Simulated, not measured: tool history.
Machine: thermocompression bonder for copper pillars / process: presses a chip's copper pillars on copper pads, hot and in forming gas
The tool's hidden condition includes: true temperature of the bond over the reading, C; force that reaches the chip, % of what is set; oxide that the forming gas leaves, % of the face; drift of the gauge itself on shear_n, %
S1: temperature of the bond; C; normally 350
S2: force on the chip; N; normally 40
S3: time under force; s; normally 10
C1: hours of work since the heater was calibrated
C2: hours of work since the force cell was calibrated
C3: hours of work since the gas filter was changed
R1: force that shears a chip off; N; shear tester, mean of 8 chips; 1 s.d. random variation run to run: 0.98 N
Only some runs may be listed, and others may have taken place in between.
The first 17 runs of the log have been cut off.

Run 18, day 38.096: usual settings but S3 8 s; C1 381; C2 679; C3 134. Result: R1 77.2 N.
Run 19, day 39.883: usual settings; C1 399; C2 697; C3 152. Result: R1 80.6 N.
Run 20, day 41.758: usual settings; C1 418; C2 716; C3 170. Result: R1 80.5 N.
Run 21, day 43.550: usual settings but S3 19 s; C1 436; C2 734; C3 188. Result: R1 95.9 N.
At day 44.646: force cell calibrated.
Run 22, day 45.396: usual settings but S1 362 C, S2 55 N, S3 11 s; C1 453; C2 7; C3 206. Result: R1 100.6 N.
Run 23, day 47.796: usual settings but S1 359 C, S2 51 N, S3 9 s; C1 477; C2 32; C3 230. Result: R1 93.4 N.
At day 49.454: forming gas filter changed.
Run 24, day 49.467: usual settings but S1 359 C, S2 51 N, S3 9 s; C1 494; C2 48; C3 0. Result: R1 96.6 N.
Run 25, day 51.200: usual settings but S1 352 C, S2 47 N; C1 511; C2 65; C3 18. Result: R1 91.3 N.
Run 26, day 53.662: usual settings but S1 352 C, S2 53 N, S3 25 s; C1 536; C2 90; C3 42. Result: R1 117.9 N.
Run 27, day 55.958: usual settings but S2 33 N, S3 8 s; C1 559; C2 113; C3 65. Result: R1 70.1 N.
At day 57.075: force cell calibrated, once more.
Run 28, day 58.312: usual settings but S2 33 N, S3 8 s; C1 582; C2 12; C3 88. Result: R1 65.6 N.

The next listed run, before its measurement:
Run 29, day 59.725: usual settings but S1 371 C, S2 49 N, S3 27 s; C1 596; C2 27; C3 102. Result: R1 ?.

R1: 120.5 N
Were there no unlogged condition in the tool, this run, its random variation unchanged, would have produced R1 125.8 N.
